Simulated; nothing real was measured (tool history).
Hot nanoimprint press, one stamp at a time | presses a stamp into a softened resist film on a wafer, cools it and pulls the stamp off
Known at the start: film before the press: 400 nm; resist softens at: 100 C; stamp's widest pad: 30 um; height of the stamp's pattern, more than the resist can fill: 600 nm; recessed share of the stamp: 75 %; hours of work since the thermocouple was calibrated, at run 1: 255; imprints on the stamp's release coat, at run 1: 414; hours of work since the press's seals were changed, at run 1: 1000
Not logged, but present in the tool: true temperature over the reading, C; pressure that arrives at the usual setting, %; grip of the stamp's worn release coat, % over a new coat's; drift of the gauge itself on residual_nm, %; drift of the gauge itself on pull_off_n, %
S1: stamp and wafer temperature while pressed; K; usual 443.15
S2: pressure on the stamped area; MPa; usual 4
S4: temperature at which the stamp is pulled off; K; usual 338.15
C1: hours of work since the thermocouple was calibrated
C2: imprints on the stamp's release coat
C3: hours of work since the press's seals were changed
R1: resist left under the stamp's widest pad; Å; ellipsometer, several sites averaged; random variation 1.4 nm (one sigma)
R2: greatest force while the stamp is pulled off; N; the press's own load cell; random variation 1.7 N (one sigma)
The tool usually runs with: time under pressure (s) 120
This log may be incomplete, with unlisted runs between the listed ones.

run 1 hour=0 | S1=443.15 S2=4 time_under_pressure_(s)=120 S4=338.15 | C1=255 C2=414 C3=1000 | R1=2253 R2=102
-- hour=22.8 plate thermocouple calibrated
run 2 hour=63.2 | S1=443.15 S2=4 time_under_pressure_(s)=120 S4=338.15 | C1=19 C2=519 C3=1028 | R1=2279 R2=104
run 3 hour=100 | S1=443.15 S2=4 time_under_pressure_(s)=120 S4=346.15 | C1=36 C2=583 C3=1045 | R1=2278 R2=82
-- hour=147 stamp cleaned and given a new release coat
run 4 hour=149.7 | S1=443.15 S2=4 time_under_pressure_(s)=133 S4=338.15 | C1=56 C2=5 C3=1065 | R1=2155 R2=104
run 5 hour=215.8 | S1=443.15 S2=4 time_under_pressure_(s)=133 S4=338.15 | C1=87 C2=121 C3=1096 | R1=2182 R2=102
run 6 hour=292 | S1=443.15 S2=4 time_under_pressure_(s)=133 S4=338.15 | C1=122 C2=254 C3=1131 | R1=2200 R2=102
run 7 hour=352.8 | S1=443.15 S2=4 time_under_pressure_(s)=133 S4=338.15 | C1=150 C2=360 C3=1159 | R1=2200 R2=105
run 8 hour=387.1 | S1=443.15 S2=4 time_under_pressure_(s)=120 S4=338.15 | C1=166 C2=421 C3=1175 | R1=2266 R2=102
-- hour=454 press's hydraulic seals changed and the load cell set to zero
run 9 hour=455.9 | S1=443.15 S2=4 time_under_pressure_(s)=120 S4=338.15 | C1=194 C2=527 C3=1 | R1=2276 R2=104
run 10 hour=524.9 | S1=443.15 S2=4 time_under_pressure_(s)=120 S4=338.15 | C1=226 C2=648 C3=33 | R1=2262 R2=104
-- hour=535.3 stamp cleaned and given a new release coat
run 11 hour=595 | S1=443.15 S2=4 time_under_pressure_(s)=120 S4=338.15 | C1=256 C2=105 C3=62 | R1=2258 R2=104
-- hour=616 plate thermocouple calibrated
run 12 hour=675 | S1=443.15 S2=2.93 time_under_pressure_(s)=120 S4=338.15 | C1=27 C2=240 C3=98 | R1=2562 R2=103
run 13 hour=726.8 | S1=443.15 S2=4 time_under_pressure_(s)=120 S4=338.15 | C1=51 C2=330 C3=122 | R1=2272 R2=101
run 14 hour=766.8 | S1=443.15 S2=4 time_under_pressure_(s)=189 S4=338.15 | C1=70 C2=400 C3=141 | R1=1942 R2=101
run 15 hour=799.7 | S1=443.15 S2=4 time_under_pressure_(s)=120 S4=338.15 | C1=85 C2=458 C3=156 | R1=2257 R2=105
run 16 hour=836.1 | S1=438.15 S2=5.53 time_under_pressure_(s)=152 S4=342.15 | C1=102 C2=522 C3=173 | R1=2328 R2=90
-- hour=915.6 stamp cleaned and given a new release coat
run 17 hour=921 | S1=438.15 S2=5.53 time_under_pressure_(s)=152 S4=342.15 | C1=138 C2=10 C3=209 | R1=2342 R2=90
run 18 hour=987.5 | S1=437.15 S2=4.35 time_under_pressure_(s)=131 S4=339.15 | C1=169 C2=126 C3=240 | R1=2734 R2=100
run 19 hour=1024.3 | S1=437.15 S2=4.35 time_under_pressure_(s)=131 S4=339.15 | C1=186 C2=191 C3=257 | R1=2761 R2=98
run 20 hour=1087.3 | S1=443.15 S2=2.79 time_under_pressure_(s)=120 S4=338.15 | C1=215 C2=301 C3=286 | R1=2570 R2=104
run 21 hour=1120.5 | S1=443.15 S2=3.84 time_under_pressure_(s)=78 S4=341.15 | C1=231 C2=359 C3=302 | R1=2598 R2=94
run 22 hour=1165 | S1=439.15 S2=3.03 time_under_pressure_(s)=142 S4=331.15 | C1=251 C2=437 C3=322 | R1=2808 R2=121
-- hour=1194 plate thermocouple calibrated
run 23 hour=1209.9 | S1=439.15 S2=3.03 time_under_pressure_(s)=142 S4=331.15 | C1=7 C2=510 C3=342 | R1=2826 R2=124
run 24 hour=1278.2 | S1=439.15 S2=3.03 time_under_pressure_(s)=142 S4=331.15 | C1=39 C2=630 C3=373 | R1=2816 R2=125
-- hour=1295.7 stamp cleaned and given a new release coat
run 25 hour=1327.3 | S1=450.15 S2=3.03 time_under_pressure_(s)=61 S4=328.15 | C1=59 C2=55 C3=393 | R1=2304 R2=129
run 26 hour=1405.3 | S1=444.15 S2=3.59 time_under_pressure_(s)=120 S4=338.15 | C1=95 C2=192 C3=429 | R1=2246 R2=105
run 27 hour=1478 | S1=447.15 S2=4.96 time_under_pressure_(s)=125 S4=326.15 | C1=129 C2=319 C3=463 | R1=1645 R2=138
run 28 hour=1530.7 | S1=451.15 S2=2.96 time_under_pressure_(s)=120 S4=326.15 | C1=153 C2=411 C3=487 | R1=1781 R2=135
run 29 hour=1593.6 | S1=431.15 S2=4 time_under_pressure_(s)=120 S4=343.15 | C1=182 C2=521 C3=516 | R1=3447 R2=90

For each entry between runs, how does the tool's hidden state at the last listed run before it compare with that at the first listed run after it?
From run 1 to run 2: plate thermocouple calibrated (hour 22.8)
  true temperature over the reading, C: 0.05 -> -0.01; pressure that arrives at the usual setting, %: 99.64 -> 99.63; grip of the stamp's worn release coat, % over a new coat's: 0.3 -> 0.4
From run 3 to run 4: stamp cleaned and given a new release coat (hour 147)
  pressure that arrives at the usual setting, %: 99.63 -> 99.62; grip of the stamp's worn release coat, % over a new coat's: 0.5 -> 0
From run 8 to run 9: press's hydraulic seals changed and the load cell set to zero (hour 454)
  true temperature over the reading, C: 0.01 -> 0.02; pressure that arrives at the usual setting, %: 99.58 -> 100; grip of the stamp's worn release coat, % over a new coat's: 0.3 -> 0.4
From run 10 to run 11: stamp cleaned and given a new release coat (hour 535.3)
  true temperature over the reading, C: 0.02 -> 0.03; pressure that arrives at the usual setting, %: 99.99 -> 99.98; grip of the stamp's worn release coat, % over a new coat's: 0.5 -> 0.1
From run 11 to run 12: plate thermocouple calibrated (hour 616)
  true temperature over the reading, C: 0.03 -> 0; pressure that arrives at the usual setting, %: 99.98 -> 99.97; grip of the stamp's worn release coat, % over a new coat's: 0.1 -> 0.2
From run 16 to run 17: stamp cleaned and given a new release coat (hour 915.6)
  pressure that arrives at the usual setting, %: 99.95 -> 99.94; grip of the stamp's worn release coat, % over a new coat's: 0.4 -> 0
From run 22 to run 23: plate thermocouple calibrated (hour 1194)
  true temperature over the reading, C: 0.04 -> 0; pressure that arrives at the usual setting, %: 99.9 -> 99.89; grip of the stamp's worn release coat, % over a new coat's: 0.3 -> 0.4
From run 24 to run 25: stamp cleaned and given a new release coat (hour 1295.7)
  pressure that arrives at the usual setting, %: 99.88 -> 99.87; grip of the stamp's worn release coat, % over a new coat's: 0.5 -> 0
